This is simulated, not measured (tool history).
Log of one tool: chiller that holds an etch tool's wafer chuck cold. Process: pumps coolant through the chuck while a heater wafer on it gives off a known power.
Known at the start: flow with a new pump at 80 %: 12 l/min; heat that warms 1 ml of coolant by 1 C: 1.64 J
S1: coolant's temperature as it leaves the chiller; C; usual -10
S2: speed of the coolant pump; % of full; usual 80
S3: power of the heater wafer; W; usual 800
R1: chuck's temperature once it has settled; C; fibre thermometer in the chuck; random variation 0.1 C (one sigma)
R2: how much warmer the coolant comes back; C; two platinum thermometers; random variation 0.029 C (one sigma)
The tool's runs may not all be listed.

run	hour	S1	S2	S3	R1	R2
1	0.0	-10	80	800	-1.9	2.49
2	23.7	-10	80	800	-1.8	2.43
3	45.3	-10	80	800	-1.9	2.49
4	82.5	-10	80	800	-1.6	2.49
5	116.2	-10	66	800	-0.9	2.98
6	135.3	-10	66	800	-0.8	2.92
7	160.5	-10	66	800	-0.8	2.88
8	194.0	-10	66	800	-0.8	2.96
9	234.4	-10	66	800	-0.8	2.95
10	265.8	-10	66	800	-0.8	2.95
11	294.7	-10	66	800	-0.6	2.92
12	320.7	-10	80	800	-1.7	2.48
13	361.3	-10	88	800	-2.0	2.25
14	388.5	-10	88	800	-2.2	2.29
# hour 392.8: chiller's thermometer calibrated
15	418.4	-10	88	800	-2.2	2.20
16	454.5	-10	61	800	-0.4	3.20
17	479.4	-10	61	800	-0.5	3.18
18	512.5	-15	75	414	-10.5	1.34
19	532.8	-15	75	414	-10.5	1.38
20	551.4	-9	64	414	-4.2	1.63
# hour 567.2: chiller's thermometer calibrated, once more
21	586.1	-9	64	414	-4.1	1.55
22	611.3	-4	80	800	4.4	2.50
23	638.3	-4	80	800	4.5	2.47
24	668.2	-7	74	553	-0.9	1.80
25	700.0	-7	60	436	-1.8	1.72
26	720.7	-7	60	436	-1.7	1.77
27	737.6	-7	60	436	-1.5	1.74
28	771.0	-17	74	584	-10.6	1.92
29	804.7	-10	82	421	-5.6	1.30
30	838.8	-10	82	421	-5.7	1.28
31	874.6	-19	68	577	-12.4	2.04

Forecast each of these 5 alternatives for the next run:
A	901.1	-19	68	408	?	?
B	901.1	0	81	983	?	?
C	901.1	-10	80	720	?	?
D	901.1	-14	64	577	?	?
E	901.1	-11	60	577	?	?

run	R1	R2
A	-14.3	1.45
B	10.1	2.99
C	-2.2	2.19
D	-7.3	2.22
E	-3.8	2.32
Without the tool's hidden state the same runs would have given:
run	R1	R2
A	-14.4	1.43
B	9.9	2.95
C	-2.4	2.16
D	-7.4	2.19
E	-4.0	2.29
